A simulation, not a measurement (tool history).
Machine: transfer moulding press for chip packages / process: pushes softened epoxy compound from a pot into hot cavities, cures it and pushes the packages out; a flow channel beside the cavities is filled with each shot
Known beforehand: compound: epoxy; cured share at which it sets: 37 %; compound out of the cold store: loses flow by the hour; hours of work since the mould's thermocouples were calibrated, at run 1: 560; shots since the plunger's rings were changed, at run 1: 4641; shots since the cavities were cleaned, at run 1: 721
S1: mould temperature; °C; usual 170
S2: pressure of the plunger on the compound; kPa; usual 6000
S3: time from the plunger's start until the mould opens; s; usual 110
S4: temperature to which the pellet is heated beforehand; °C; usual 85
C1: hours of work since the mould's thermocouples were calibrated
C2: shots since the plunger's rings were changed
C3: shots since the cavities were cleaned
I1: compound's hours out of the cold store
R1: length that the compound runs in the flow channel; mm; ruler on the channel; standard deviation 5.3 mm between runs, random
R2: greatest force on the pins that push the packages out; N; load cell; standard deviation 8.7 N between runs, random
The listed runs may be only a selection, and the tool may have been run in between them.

Run 1, hour 0.0: usual settings; C1 560; C2 4641; C3 721; I1 12.6. Result: R1 530 mm, R2 615 N.
At hour 16.0: cavities cleaned with cleaning compound and waxed.
Run 2, hour 46.6: usual settings but S4 86 °C; C1 579; C2 4966; C3 220; I1 22.4. Result: R1 494 mm, R2 466 N.
Run 3, hour 87.4: usual settings but S4 86 °C; C1 597; C2 5260; C3 514; I1 29.1. Result: R1 482 mm, R2 556 N.
At hour 134.1: cavities cleaned with cleaning compound and waxed.
Run 4, hour 139.1: usual settings but S4 86 °C; C1 619; C2 5622; C3 36; I1 20.4. Result: R1 494 mm, R2 392 N.
Run 5, hour 178.5: usual settings but S4 90 °C; C1 636; C2 5905; C3 319; I1 20.7. Result: R1 489 mm, R2 492 N.
At hour 210.3: plunger's sealing rings changed.
Run 6, hour 211.5: usual settings but S4 90 °C; C1 649; C2 9; C3 539; I1 38.7. Result: R1 500 mm, R2 548 N.
At hour 254.7: cavities cleaned with cleaning compound and waxed.
Run 7, hour 254.7: usual settings but S4 83 °C; C1 667; C2 310; C3 0; I1 11.1. Result: R1 563 mm, R2 380 N.
Run 8, hour 296.2: usual settings but S4 83 °C; C1 685; C2 608; C3 298; I1 32.3. Result: R1 521 mm, R2 482 N.
Run 9, hour 333.9: usual settings but S4 80 °C; C1 702; C2 880; C3 570; I1 24.9. Result: R1 526 mm, R2 593 N.
At hour 373.0: cavities cleaned with cleaning compound and waxed.
Run 10, hour 382.8: usual settings but S4 80 °C; C1 723; C2 1221; C3 70; I1 22.2. Result: R1 537 mm, R2 407 N.
Run 11, hour 405.6: usual settings but S1 174 °C; C1 732; C2 1386; C3 235; I1 23.2. Result: R1 510 mm, R2 419 N.
Run 12, hour 453.1: usual settings but S1 174 °C; C1 753; C2 1728; C3 577; I1 10.8. Result: R1 542 mm, R2 506 N.
At hour 490.6: cavities cleaned with cleaning compound and waxed.
Run 13, hour 492.1: usual settings but S3 103 s; C1 770; C2 1998; C3 11; I1 42.9. Result: R1 476 mm, R2 383 N.
Run 14, hour 541.2: usual settings but S3 103 s; C1 791; C2 2352; C3 365; I1 25.3. Result: R1 515 mm, R2 559 N.
Run 15, hour 573.3: usual settings but S3 103 s; C1 805; C2 2583; C3 596; I1 32.0. Result: R1 493 mm, R2 600 N.
At hour 610.4: cavities cleaned with cleaning compound and waxed.
Run 16, hour 622.8: usual settings but S3 103 s; C1 826; C2 2929; C3 90; I1 39.8. Result: R1 479 mm, R2 408 N.
At hour 656.6: mould's thermocouples calibrated.
Run 17, hour 658.0: usual settings but S4 88 °C; C1 1; C2 3168; C3 329; I1 19.6. Result: R1 528 mm, R2 533 N.
Run 18, hour 699.3: usual settings but S1 174 °C, S2 5310 kPa; C1 19; C2 3466; C3 627; I1 22.5. Result: R1 473 mm, R2 530 N.
At hour 730.1: cavities cleaned with cleaning compound and waxed.
Run 19, hour 732.0: usual settings but S1 174 °C, S2 5310 kPa; C1 32; C2 3690; C3 13; I1 22.5. Result: R1 470 mm, R2 339 N.
Run 20, hour 753.6: usual settings but S1 174 °C, S2 5310 kPa; C1 42; C2 3846; C3 169; I1 28.7. Result: R1 457 mm, R2 400 N.
Run 21, hour 777.5: usual settings but S1 166 °C, S2 7140 kPa, S3 145 s, S4 82 °C; C1 52; C2 4018; C3 341; I1 10.6. Result: R1 593 mm, R2 473 N.
Run 22, hour 826.6: usual settings but S1 166 °C, S2 7140 kPa, S3 145 s, S4 82 °C; C1 73; C2 4372; C3 695; I1 16.2. Result: R1 577 mm, R2 543 N.
At hour 850.4: cavities cleaned with cleaning compound and waxed.
Run 23, hour 860.2: usual settings but S3 106 s, S4 87 °C; C1 87; C2 4603; C3 70; I1 13.1. Result: R1 515 mm, R2 457 N.
Run 24, hour 903.3: usual settings but S3 106 s, S4 87 °C; C1 106; C2 4913; C3 380; I1 24.9. Result: R1 491 mm, R2 560 N.
Run 25, hour 934.7: usual settings but S2 6850 kPa, S4 81 °C; C1 120; C2 5140; C3 607; I1 30.9. Result: R1 507 mm, R2 624 N.
At hour 968.9: cavities cleaned with cleaning compound and waxed.
Run 26, hour 968.9: usual settings but S2 6500 kPa, S4 81 °C; C1 134; C2 5375; C3 0; I1 8.4. Result: R1 540 mm, R2 395 N.
Run 27, hour 1006.4: usual settings but S3 135 s, S4 81 °C; C1 150; C2 5646; C3 271; I1 20.3. Result: R1 496 mm, R2 430 N.
Run 28, hour 1036.2: usual settings but S2 6470 kPa, S3 142 s, S4 92 °C; C1 163; C2 5860; C3 485; I1 17.4. Result: R1 516 mm, R2 493 N.

Difference, measured minus no-hidden-state, one row per run. Run-to-run variation is common to both terms; the gauge's own scatter need not be:
Hidden state present: true mould temperature over the reading, C; pressure that reaches the compound, % of what is set; grip of the stained cavities, % over clean ones'; drift of the gauge itself on flow_mm, %; drift of the gauge itself on push_out_n, %.
run   R1    R2
  1  -46  +231
  2  -46   +79
  3  -50  +172
  4  -55    -1
  5  -58  +113
  6   -4  +174
  7   -8   -24
  8  -10  +102
  9  -13  +187
 10  -16    +7
 11  -17   +83
 12  -22  +174
 13  -21   -22
 14  -27  +125
 15  -28  +182
 16  -31    +4
 17  -32  +138
 18  -31  +199
 19  -34    +8
 20  -35   +66
 21  -46  +129
 22  -50  +217
 23  -48   +42
 24  -49  +166
 25  -53  +230
 26  -59    -1
 27  -58  +107
 28  -62  +167

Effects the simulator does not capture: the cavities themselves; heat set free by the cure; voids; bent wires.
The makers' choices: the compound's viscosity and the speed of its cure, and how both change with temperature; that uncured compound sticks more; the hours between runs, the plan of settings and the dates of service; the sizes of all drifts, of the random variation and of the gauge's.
